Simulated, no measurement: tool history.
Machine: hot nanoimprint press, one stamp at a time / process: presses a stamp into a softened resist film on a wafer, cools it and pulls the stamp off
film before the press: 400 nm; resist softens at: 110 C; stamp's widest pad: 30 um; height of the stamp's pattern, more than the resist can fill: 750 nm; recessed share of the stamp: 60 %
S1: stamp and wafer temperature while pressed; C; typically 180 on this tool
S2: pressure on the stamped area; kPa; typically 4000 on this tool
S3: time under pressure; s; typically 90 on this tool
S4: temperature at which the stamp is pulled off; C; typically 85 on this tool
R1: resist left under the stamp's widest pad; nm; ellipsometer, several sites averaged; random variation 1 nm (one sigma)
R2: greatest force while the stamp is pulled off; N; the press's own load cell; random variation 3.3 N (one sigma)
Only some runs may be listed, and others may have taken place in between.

run,day,S1,S2,S3,S4,R1,R2
1,0.000,180,4000,90,85,222.4,199
2,0.375,180,4000,90,85,222.3,200
3,1.108,180,4000,90,85,223.2,201
4,1.762,173,4000,90,85,261.6,208
5,2.579,180,4000,90,85,223.8,205
6,3.400,180,4000,90,85,223.3,202
7,3.829,180,4000,90,85,222.2,215
8,4.462,180,4000,90,85,224.0,209
9,5.200,180,4000,90,85,223.3,213
10,5.929,180,4000,90,85,223.5,214
11,6.671,180,4000,90,85,224.9,213
12,7.300,180,4000,90,85,223.7,217
13,8.017,180,4000,90,85,223.6,221
14,8.554,180,4000,136,85,199.8,226
15,8.921,180,4000,136,85,198.8,225
16,9.262,175,5210,106,92,213.8,178
17,9.612,175,5210,106,92,212.6,189
# day 9.775: plate thermocouple calibrated
18,10.504,175,5210,106,92,214.3,185
19,11.221,175,5210,72,86,241.8,218
20,11.562,183,4000,85,72,215.1,300
# day 12.033: plate thermocouple calibrated, once more
21,12.088,180,5510,90,77,189.2,274
22,12.704,180,6260,56,77,205.9,265

Run 23 has not been measured yet. What should we expect?
23,13.450,180,6260,56,77,?,?

Run 23 measured R1 206.5 nm, R2 277 N.
Without the tool's hidden state the same run would have given R1 197.2 nm, R2 239 N.

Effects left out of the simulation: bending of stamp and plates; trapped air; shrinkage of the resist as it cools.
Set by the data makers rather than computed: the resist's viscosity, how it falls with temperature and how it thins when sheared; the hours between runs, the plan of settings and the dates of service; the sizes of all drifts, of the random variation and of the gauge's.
